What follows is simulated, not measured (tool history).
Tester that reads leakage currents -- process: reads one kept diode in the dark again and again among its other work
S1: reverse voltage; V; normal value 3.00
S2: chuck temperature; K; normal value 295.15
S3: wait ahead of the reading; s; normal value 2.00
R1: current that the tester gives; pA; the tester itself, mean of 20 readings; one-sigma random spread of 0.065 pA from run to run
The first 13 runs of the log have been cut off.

run,hour,S1,S2,S3,R1
14,266.9,3.00,295.15,1.97,14.85
15,286.9,3.00,295.15,2.00,14.93
16,314.9,3.00,295.15,2.00,14.78
17,334.5,3.00,295.15,2.00,14.70
18,348.4,3.00,295.15,2.00,14.71
19,361.4,3.00,297.15,2.00,16.77
20,390.0,3.00,295.15,0.51,15.98
21,412.4,1.56,314.15,4.22,40.26
22,435.5,1.56,314.15,4.22,40.33
23,464.6,1.56,314.15,4.22,40.18
24,493.9,1.87,295.15,9.53,12.10

For run 25, what comes out?
25,512.4,1.87,295.15,9.53,?

For run 25 the tool returned R1 11.97 pA.
Had the tool carried no hidden state, the very same run would have given R1 11.43 pA.
